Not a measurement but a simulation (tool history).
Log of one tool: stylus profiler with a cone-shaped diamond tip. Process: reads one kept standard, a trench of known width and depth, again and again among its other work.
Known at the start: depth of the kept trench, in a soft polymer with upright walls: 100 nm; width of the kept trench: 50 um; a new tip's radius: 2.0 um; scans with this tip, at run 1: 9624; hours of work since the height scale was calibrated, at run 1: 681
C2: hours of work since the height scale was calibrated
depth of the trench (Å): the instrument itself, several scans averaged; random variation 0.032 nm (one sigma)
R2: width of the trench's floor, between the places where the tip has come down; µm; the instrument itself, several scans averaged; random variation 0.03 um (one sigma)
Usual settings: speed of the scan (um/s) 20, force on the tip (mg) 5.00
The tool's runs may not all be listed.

run 1 day=0.000 | speed_of_the_scan_(um/s)=20 force_on_the_tip_(mg)=5.00 | scans_with_this_tip=9624 C2=681 | depth_of_the_trench_(Å)=1022.5 R2=48.32
run 2 day=0.412 | speed_of_the_scan_(um/s)=20 force_on_the_tip_(mg)=5.00 | scans_with_this_tip=9691 C2=686 | depth_of_the_trench_(Å)=1022.1 R2=48.33
run 3 day=1.025 | speed_of_the_scan_(um/s)=20 force_on_the_tip_(mg)=5.00 | scans_with_this_tip=9791 C2=693 | depth_of_the_trench_(Å)=1022.0 R2=48.23
run 4 day=1.700 | speed_of_the_scan_(um/s)=20 force_on_the_tip_(mg)=5.00 | scans_with_this_tip=9900 C2=701 | depth_of_the_trench_(Å)=1022.7 R2=48.27
run 5 day=2.450 | speed_of_the_scan_(um/s)=67 force_on_the_tip_(mg)=5.00 | scans_with_this_tip=10022 C2=709 | depth_of_the_trench_(Å)=1021.6 R2=48.13
run 6 day=3.029 | speed_of_the_scan_(um/s)=67 force_on_the_tip_(mg)=5.00 | scans_with_this_tip=10116 C2=716 | depth_of_the_trench_(Å)=1022.1 R2=48.24
run 7 day=3.804 | speed_of_the_scan_(um/s)=27 force_on_the_tip_(mg)=5.00 | scans_with_this_tip=10242 C2=725 | depth_of_the_trench_(Å)=1021.7 R2=48.22
run 8 day=4.450 | speed_of_the_scan_(um/s)=7 force_on_the_tip_(mg)=5.00 | scans_with_this_tip=10346 C2=732 | depth_of_the_trench_(Å)=1022.4 R2=48.28
run 9 day=4.796 | speed_of_the_scan_(um/s)=7 force_on_the_tip_(mg)=5.00 | scans_with_this_tip=10402 C2=736 | depth_of_the_trench_(Å)=1022.3 R2=48.25
run 10 day=5.592 | speed_of_the_scan_(um/s)=7 force_on_the_tip_(mg)=5.00 | scans_with_this_tip=10531 C2=745 | depth_of_the_trench_(Å)=1022.4 R2=48.20
run 11 day=5.962 | speed_of_the_scan_(um/s)=7 force_on_the_tip_(mg)=5.00 | scans_with_this_tip=10591 C2=750 | depth_of_the_trench_(Å)=1022.5 R2=48.32
run 12 day=6.400 | speed_of_the_scan_(um/s)=5 force_on_the_tip_(mg)=5.00 | scans_with_this_tip=10662 C2=755 | depth_of_the_trench_(Å)=1022.2 R2=48.20
run 13 day=7.092 | speed_of_the_scan_(um/s)=12 force_on_the_tip_(mg)=5.38 | scans_with_this_tip=10775 C2=763 | depth_of_the_trench_(Å)=1023.5 R2=48.23
run 14 day=7.738 | speed_of_the_scan_(um/s)=20 force_on_the_tip_(mg)=6.65 | scans_with_this_tip=10880 C2=770 | depth_of_the_trench_(Å)=1026.8 R2=48.21
run 15 day=8.404 | speed_of_the_scan_(um/s)=68 force_on_the_tip_(mg)=5.10 | scans_with_this_tip=10988 C2=778 | depth_of_the_trench_(Å)=1022.9 R2=48.16
run 16 day=9.012 | speed_of_the_scan_(um/s)=68 force_on_the_tip_(mg)=8.32 | scans_with_this_tip=11086 C2=785 | depth_of_the_trench_(Å)=1030.8 R2=48.13
run 17 day=9.758 | speed_of_the_scan_(um/s)=68 force_on_the_tip_(mg)=8.32 | scans_with_this_tip=11208 C2=793 | depth_of_the_trench_(Å)=1030.3 R2=48.18

5 ways to go on from here, each from the tool as it stands after run 17. What would each give?
run A day=10.438 | speed_of_the_scan_(um/s)=13 force_on_the_tip_(mg)=8.32 | scans_with_this_tip=11318 C2=801 | depth_of_the_trench_(Å)=? R2=?
run B day=10.438 | speed_of_the_scan_(um/s)=7 force_on_the_tip_(mg)=2.71 | scans_with_this_tip=11318 C2=801 | depth_of_the_trench_(Å)=? R2=?
run C day=10.438 | speed_of_the_scan_(um/s)=20 force_on_the_tip_(mg)=4.24 | scans_with_this_tip=11318 C2=801 | depth_of_the_trench_(Å)=? R2=?
run D day=10.438 | speed_of_the_scan_(um/s)=43 force_on_the_tip_(mg)=2.36 | scans_with_this_tip=11318 C2=801 | depth_of_the_trench_(Å)=? R2=?
run E day=10.438 | speed_of_the_scan_(um/s)=68 force_on_the_tip_(mg)=3.59 | scans_with_this_tip=11318 C2=801 | depth_of_the_trench_(Å)=? R2=?

run=A depth_of_the_trench_(Å)=1030.8 R2=48.22
run=B depth_of_the_trench_(Å)=1015.3 R2=48.24
run=C depth_of_the_trench_(Å)=1020.4 R2=48.21
run=D depth_of_the_trench_(Å)=1014.3 R2=48.13
run=E depth_of_the_trench_(Å)=1018.2 R2=48.08
Without the tool's hidden state the same runs would have given:
run=A depth_of_the_trench_(Å)=1028.9 R2=48.74
run=B depth_of_the_trench_(Å)=1013.4 R2=48.75
run=C depth_of_the_trench_(Å)=1018.5 R2=48.73
run=D depth_of_the_trench_(Å)=1012.4 R2=48.65
run=E depth_of_the_trench_(Å)=1016.2 R2=48.60

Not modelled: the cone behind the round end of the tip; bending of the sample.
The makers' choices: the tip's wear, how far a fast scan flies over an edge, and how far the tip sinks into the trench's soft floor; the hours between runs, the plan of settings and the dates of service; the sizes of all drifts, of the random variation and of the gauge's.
